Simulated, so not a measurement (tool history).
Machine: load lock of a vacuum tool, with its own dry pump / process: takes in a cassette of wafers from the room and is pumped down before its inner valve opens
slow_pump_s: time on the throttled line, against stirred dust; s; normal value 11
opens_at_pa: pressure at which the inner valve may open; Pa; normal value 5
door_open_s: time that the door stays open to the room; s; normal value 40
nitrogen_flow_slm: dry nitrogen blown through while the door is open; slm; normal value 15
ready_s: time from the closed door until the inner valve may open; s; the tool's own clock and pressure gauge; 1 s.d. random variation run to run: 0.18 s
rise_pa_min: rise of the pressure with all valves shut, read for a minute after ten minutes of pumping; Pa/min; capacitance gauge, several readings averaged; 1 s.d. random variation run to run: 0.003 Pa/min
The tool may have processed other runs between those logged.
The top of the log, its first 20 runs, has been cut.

run,hour,slow_pump_s,opens_at_pa,door_open_s,nitrogen_flow_slm,"incoming humidity of the room's air, %",ready_s,rise_pa_min
21,1776.3,11,7,39,15,45.1,19.6,0.040
22,1835.7,11,6,40,5,40.0,19.7,0.040
23,1900.1,11,6,40,5,42.9,19.5,0.048
24,2019.2,11,6,40,5,42.8,19.4,0.042
25,2074.1,11,6,40,5,44.2,19.7,0.045
26,2154.3,11,7,29,12,45.2,19.6,0.035
27,2208.4,11,4,40,11,44.2,20.0,0.035
28,2277.7,13,4,40,11,46.5,21.9,0.044
29,2383.3,20,5,40,6,43.2,26.8,0.047
30,2456.3,13,7,200,33,43.1,21.5,0.041
31,2537.5,11,5,40,5,46.9,20.1,0.044

Consider 4 possible next runs. They are alternatives, not a sequence: every one starts from the tool as it was left by run 31. What does each give?
A,2636.1,7,4,159,15,44.9,?,?
B,2636.1,9,5,40,15,42.2,?,?
C,2636.1,11,5,158,22,47.7,?,?
D,2636.1,8,5,40,5,46.2,?,?

run,ready_s,rise_pa_min
A,17.6,0.056
B,18.5,0.035
C,20.3,0.046
D,17.5,0.053
The same runs, with their run-to-run variation unchanged, on a tool lacking any hidden condition would have given:
run,ready_s,rise_pa_min
A,17.6,0.055
B,18.5,0.035
C,20.3,0.045
D,17.5,0.052
